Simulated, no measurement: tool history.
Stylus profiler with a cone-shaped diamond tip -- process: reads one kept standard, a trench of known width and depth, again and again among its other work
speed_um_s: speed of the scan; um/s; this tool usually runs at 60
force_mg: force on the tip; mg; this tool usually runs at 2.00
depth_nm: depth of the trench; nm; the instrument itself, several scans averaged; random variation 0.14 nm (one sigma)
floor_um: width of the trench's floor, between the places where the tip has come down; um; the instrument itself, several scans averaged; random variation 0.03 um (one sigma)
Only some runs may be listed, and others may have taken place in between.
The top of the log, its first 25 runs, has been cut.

run,day,speed_um_s,force_mg,depth_nm,floor_um
26,20.150,35,3.99,509.76,26.63
27,21.088,66,3.06,507.99,26.46
28,21.683,35,3.82,509.47,26.61
29,22.758,35,0.97,502.66,26.48
# day 22.858: height scale calibrated on a step standard, once more
30,23.346,36,0.91,504.29,26.44
31,24.233,36,0.91,504.46,26.38
32,25.054,61,1.14,505.36,26.28
33,25.500,61,1.14,505.17,26.23
34,26.071,18,2.00,507.74,26.55
35,26.533,18,2.00,507.53,26.53
36,27.321,19,0.81,503.75,26.45
37,28.196,40,3.51,510.52,26.46
38,28.933,59,1.94,507.27,26.32
39,29.829,18,1.94,507.17,26.54
40,30.329,60,1.61,506.21,26.25
41,30.792,60,1.61,506.34,26.25
42,31.338,60,1.61,506.27,26.23
43,32.312,18,1.06,504.82,26.47
44,33.317,82,1.14,504.93,26.03
45,33.925,58,2.86,509.75,26.33
46,34.925,41,2.29,507.78,26.33

Branching from run 46: 4 alternative next runs. What would each branch give?
A,35.967,43,0.81,?,?
B,35.967,101,2.69,?,?
C,35.967,188,1.15,?,?
D,35.967,141,1.84,?,?

run,depth_nm,floor_um
A,503.85,26.17
B,508.83,26.18
C,504.73,25.37
D,506.61,25.83
Stripped of hidden state, with their random variation kept, the same runs would have yielded:
run,depth_nm,floor_um
A,504.21,26.99
B,509.20,27.00
C,505.09,26.18
D,506.97,26.65

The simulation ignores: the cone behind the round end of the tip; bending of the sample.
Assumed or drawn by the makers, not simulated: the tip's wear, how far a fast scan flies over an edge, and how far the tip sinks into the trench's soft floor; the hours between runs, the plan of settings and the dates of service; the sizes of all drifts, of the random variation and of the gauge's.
